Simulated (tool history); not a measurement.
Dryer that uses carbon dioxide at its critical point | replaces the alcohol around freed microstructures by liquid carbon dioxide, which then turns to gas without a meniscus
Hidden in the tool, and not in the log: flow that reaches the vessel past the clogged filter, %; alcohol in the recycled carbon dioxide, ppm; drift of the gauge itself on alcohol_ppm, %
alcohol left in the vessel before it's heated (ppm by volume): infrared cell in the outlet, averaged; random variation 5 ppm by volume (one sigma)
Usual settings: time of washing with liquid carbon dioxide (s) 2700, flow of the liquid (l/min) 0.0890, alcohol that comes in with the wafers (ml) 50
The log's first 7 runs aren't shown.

run,hour,time of washing with liquid carbon dioxide (s),flow of the liquid (l/min),alcohol that comes in with the wafers (ml),hours of work since the filter was changed,hours of work since the purifier's bed was changed,alcohol left in the vessel before it's heated (ppm by volume)
8,221.5,2700,0.0890,50,162,461,89
9,245.8,2700,0.0890,50,169,468,90
10,264.2,2700,0.0890,50,175,474,94
11,295.8,2700,0.0890,50,185,484,97
12,319.5,2700,0.0890,50,192,491,101
13,345.7,2700,0.0890,50,200,499,92
14,384.8,2700,0.1409,50,212,511,33
15,426.7,2700,0.1057,50,225,524,52
16,446.8,1680,0.0890,52,231,531,1124
17,481.7,1680,0.0890,52,242,541,1141
18,520.2,1860,0.1189,116,254,553,304
19,552.4,2280,0.0890,68,264,563,330
20,590.5,2700,0.1268,75,276,575,43
21,629.4,2700,0.1268,75,288,587,56
22,666.3,2700,0.1268,75,299,599,40
23,691.2,2700,0.1268,75,307,606,42
24,724.5,2700,0.1268,75,317,617,40
25,766.9,3420,0.1285,58,330,630,46
26,785.9,2700,0.0987,50,336,636,81
27,805.1,2700,0.0564,36,342,641,878
28,846.0,3780,0.0630,50,355,654,150
29,883.3,2580,0.0971,120,366,666,194

Forecast run 30:
30,916.6,2700,0.0890,22,377,676,?

{"run 30": {"alcohol left in the vessel before it's heated (ppm by volume)": 90}}
Without the tool's hidden state the same run would have given alcohol left in the vessel before it's heated (ppm by volume) 25.

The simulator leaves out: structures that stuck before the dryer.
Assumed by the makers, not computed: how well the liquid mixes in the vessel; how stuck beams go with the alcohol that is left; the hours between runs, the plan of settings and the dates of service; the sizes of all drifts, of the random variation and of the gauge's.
